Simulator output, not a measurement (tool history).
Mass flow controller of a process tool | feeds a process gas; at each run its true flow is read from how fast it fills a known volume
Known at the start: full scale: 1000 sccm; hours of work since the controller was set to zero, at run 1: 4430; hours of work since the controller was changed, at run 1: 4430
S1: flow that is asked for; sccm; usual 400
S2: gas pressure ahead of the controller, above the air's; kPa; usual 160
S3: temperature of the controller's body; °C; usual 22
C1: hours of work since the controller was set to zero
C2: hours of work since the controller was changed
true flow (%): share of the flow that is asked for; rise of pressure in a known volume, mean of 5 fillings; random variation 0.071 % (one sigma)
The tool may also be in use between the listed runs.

Run 1, day 0.000: usual settings; C1 4430; C2 4430. Result: true flow (%) 99.55.
Run 2, day 9.662: usual settings; C1 4584; C2 4584. Result: true flow (%) 99.46.
Run 3, day 24.450: usual settings but S2 232 kPa; C1 4821; C2 4821. Result: true flow (%) 99.34.
Run 4, day 33.075: usual settings but S3 26 °C; C1 4958; C2 4958. Result: true flow (%) 99.75.
Run 5, day 41.733: usual settings but S3 36 °C; C1 5097; C2 5097. Result: true flow (%) 100.17.
Run 6, day 48.708: usual settings but S3 36 °C; C1 5208; C2 5208. Result: true flow (%) 100.33.
Run 7, day 56.338: usual settings but S3 36 °C; C1 5330; C2 5330. Result: true flow (%) 100.41.
Run 8, day 67.754: usual settings but S3 36 °C; C1 5513; C2 5513. Result: true flow (%) 100.13.
Run 9, day 76.092: usual settings but S3 26 °C; C1 5646; C2 5646. Result: true flow (%) 99.65.
Run 10, day 87.050: usual settings but S2 242 kPa; C1 5821; C2 5821. Result: true flow (%) 99.39.
Run 11, day 101.833: usual settings but S2 242 kPa; C1 6057; C2 6057. Result: true flow (%) 99.35.
Run 12, day 108.233: usual settings but S2 242 kPa; C1 6160; C2 6160. Result: true flow (%) 99.36.
Run 13, day 115.179: usual settings but S2 242 kPa; C1 6270; C2 6270. Result: true flow (%) 99.33.
Run 14, day 123.454: usual settings but S1 901 sccm, S2 242 kPa; C1 6403; C2 6403. Result: true flow (%) 99.66.
At day 129.804: controller's zero set anew.
Run 15, day 133.392: usual settings but S1 901 sccm, S2 242 kPa; C1 57; C2 6561. Result: true flow (%) 99.76.
Run 16, day 144.712: usual settings; C1 238; C2 6742. Result: true flow (%) 99.44.
Run 17, day 156.371: usual settings; C1 425; C2 6928. Result: true flow (%) 99.37.
Run 18, day 168.092: usual settings; C1 612; C2 7116. Result: true flow (%) 99.49.
Run 19, day 181.046: usual settings but S3 35 °C; C1 819; C2 7323. Result: true flow (%) 100.34.
Run 20, day 194.042: usual settings but S3 35 °C; C1 1027; C2 7530. Result: true flow (%) 100.25.
Run 21, day 207.596: usual settings but S3 35 °C; C1 1243; C2 7747. Result: true flow (%) 100.26.
Run 22, day 222.038: usual settings but S3 35 °C; C1 1474; C2 7978. Result: true flow (%) 100.27.
Run 23, day 234.904: usual settings but S2 260 kPa; C1 1680; C2 8183. Result: true flow (%) 99.25.
Run 24, day 248.475: usual settings but S2 260 kPa; C1 1896; C2 8400. Result: true flow (%) 99.22.
Run 25, day 255.183: usual settings but S1 151 sccm; C1 2004; C2 8508. Result: true flow (%) 99.21.
Run 26, day 264.704: usual settings but S1 307 sccm, S2 235 kPa, S3 28 °C; C1 2156; C2 8660. Result: true flow (%) 99.64.
Run 27, day 270.958: usual settings but S1 307 sccm, S2 235 kPa, S3 28 °C; C1 2256; C2 8760. Result: true flow (%) 99.70.
Run 28, day 284.775: usual settings but S1 434 sccm, S2 208 kPa; C1 2477; C2 8980. Result: true flow (%) 99.46.
Run 29, day 298.479: usual settings but S1 190 sccm, S2 208 kPa, S3 23 °C; C1 2696; C2 9199. Result: true flow (%) 99.42.
Run 30, day 305.196: usual settings but S1 190 sccm, S2 190 kPa, S3 30 °C; C1 2803; C2 9307. Result: true flow (%) 99.64.
Run 31, day 317.117: usual settings but S1 190 sccm, S2 190 kPa, S3 26 °C; C1 2993; C2 9497. Result: true flow (%) 99.50.
Run 32, day 328.646: usual settings but S1 402 sccm, S2 145 kPa, S3 27 °C; C1 3178; C2 9682. Result: true flow (%) 99.85.
Run 33, day 342.000: usual settings but S1 613 sccm, S2 254 kPa, S3 28 °C; C1 3391; C2 9895. Result: true flow (%) 99.73.
Run 34, day 350.342: usual settings but S1 107 sccm, S2 155 kPa, S3 36 °C; C1 3524; C2 10028. Result: true flow (%) 100.06.
Run 35, day 356.283: usual settings but S1 107 sccm, S2 155 kPa, S3 36 °C; C1 3619; C2 10123. Result: true flow (%) 100.04.
Run 36, day 365.258: usual settings but S1 107 sccm, S2 155 kPa, S3 36 °C; C1 3763; C2 10267. Result: true flow (%) 100.12.
Run 37, day 374.967: usual settings but S1 883 sccm; C1 3918; C2 10422. Result: true flow (%) 99.79.
Run 38, day 385.008: usual settings but S1 342 sccm; C1 4078; C2 10582. Result: true flow (%) 99.56.
Run 39, day 395.146: usual settings but S1 252 sccm, S2 175 kPa, S3 32 °C; C1 4240; C2 10744. Result: true flow (%) 99.91.
Run 40, day 408.208: usual settings but S3 28 °C; C1 4449; C2 10953. Result: true flow (%) 99.87.
At day 414.304: controller exchanged for a calibrated one.
Run 41, day 421.583: usual settings but S3 28 °C; C1 116; C2 116. Result: true flow (%) 99.69.
Run 42, day 434.217: usual settings but S1 107 sccm, S2 159 kPa, S3 28 °C; C1 318; C2 318. Result: true flow (%) 99.58.
Run 43, day 444.983: usual settings but S1 107 sccm, S2 159 kPa, S3 28 °C; C1 490; C2 490. Result: true flow (%) 99.51.
Run 44, day 459.438: usual settings but S1 533 sccm, S2 255 kPa, S3 23 °C; C1 721; C2 721. Result: true flow (%) 99.50.
Run 45, day 466.029: usual settings but S1 533 sccm, S2 255 kPa, S3 23 °C; C1 827; C2 827. Result: true flow (%) 99.40.
Run 46, day 474.188: usual settings but S1 557 sccm; C1 957; C2 957. Result: true flow (%) 99.62.
Run 47, day 480.783: usual settings but S1 557 sccm; C1 1062; C2 1062. Result: true flow (%) 99.58.

Hidden state at the last listed run before each entry between runs and at the first one after, where it differs:
Between runs 14 and 15: controller's zero set anew (day 129.804)
  flow at rest that the sensor doesn't see, % of full scale: -0.006 -> 0
Between runs 40 and 41: controller exchanged for a calibrated one (day 414.304)
  flow at rest that the sensor doesn't see, % of full scale: -0.004 -> 0; true flow over the shown one, %: 0.01 -> 0
